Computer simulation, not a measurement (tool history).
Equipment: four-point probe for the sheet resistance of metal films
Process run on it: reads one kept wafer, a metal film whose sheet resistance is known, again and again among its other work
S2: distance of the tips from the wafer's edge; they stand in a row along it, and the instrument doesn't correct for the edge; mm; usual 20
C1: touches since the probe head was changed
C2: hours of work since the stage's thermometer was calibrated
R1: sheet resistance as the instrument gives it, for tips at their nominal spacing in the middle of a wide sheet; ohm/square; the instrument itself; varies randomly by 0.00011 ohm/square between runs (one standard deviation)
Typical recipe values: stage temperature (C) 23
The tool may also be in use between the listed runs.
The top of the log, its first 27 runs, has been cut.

run 28 day=27.162 | stage_temperature_(C)=29 S2=39 | C1=37130 C2=2133 | R1=0.555354
run 29 day=28.262 | stage_temperature_(C)=23 S2=22 | C1=37814 C2=2152 | R1=0.556093
run 30 day=28.962 | stage_temperature_(C)=23 S2=22 | C1=38250 C2=2164 | R1=0.556176
run 31 day=29.858 | stage_temperature_(C)=27 S2=19 | C1=38807 C2=2180 | R1=0.556086
run 32 day=31.254 | stage_temperature_(C)=27 S2=19 | C1=39676 C2=2204 | R1=0.555985
run 33 day=32.188 | stage_temperature_(C)=27 S2=19 | C1=40255 C2=2220 | R1=0.556110
run 34 day=33.162 | stage_temperature_(C)=29 S2=3 | C1=40863 C2=2237 | R1=0.586318
run 35 day=33.846 | stage_temperature_(C)=29 S2=3 | C1=41288 C2=2249 | R1=0.586080
run 36 day=34.642 | stage_temperature_(C)=26 S2=45 | C1=41782 C2=2263 | R1=0.555334
run 37 day=35.558 | stage_temperature_(C)=29 S2=30 | C1=42352 C2=2279 | R1=0.555176
run 38 day=36.896 | stage_temperature_(C)=29 S2=30 | C1=43184 C2=2302 | R1=0.555416
run 39 day=38.312 | stage_temperature_(C)=26 S2=10 | C1=44067 C2=2326 | R1=0.558216
run 40 day=38.971 | stage_temperature_(C)=24 S2=9 | C1=44476 C2=2338 | R1=0.558739
run 41 day=39.638 | stage_temperature_(C)=24 S2=9 | C1=44891 C2=2349 | R1=0.559012
run 42 day=40.992 | stage_temperature_(C)=22 S2=7 | C1=45734 C2=2373 | R1=0.561751
run 43 day=41.833 | stage_temperature_(C)=20 S2=7 | C1=46257 C2=2387 | R1=0.561758
run 44 day=42.604 | stage_temperature_(C)=25 S2=28 | C1=46737 C2=2401 | R1=0.555517
run 45 day=44.000 | stage_temperature_(C)=25 S2=28 | C1=47604 C2=2425 | R1=0.555737

Branching from run 45: 4 alternative next runs. What would each branch give?
run A day=45.029 | stage_temperature_(C)=23 S2=24 | C1=48246 C2=2443 | R1=?
run B day=45.029 | stage_temperature_(C)=32 S2=10 | C1=48246 C2=2443 | R1=?
run C day=45.029 | stage_temperature_(C)=21 S2=24 | C1=48246 C2=2443 | R1=?
run D day=45.029 | stage_temperature_(C)=19 S2=5 | C1=48246 C2=2443 | R1=?

run=A R1=0.555884
run=B R1=0.557554
run=C R1=0.555947
run=D R1=0.567434
With the hidden condition removed and each run's random variation left untouched, the same runs would have given:
run=A R1=0.555299
run=B R1=0.556999
run=C R1=0.555355
run=D R1=0.566821
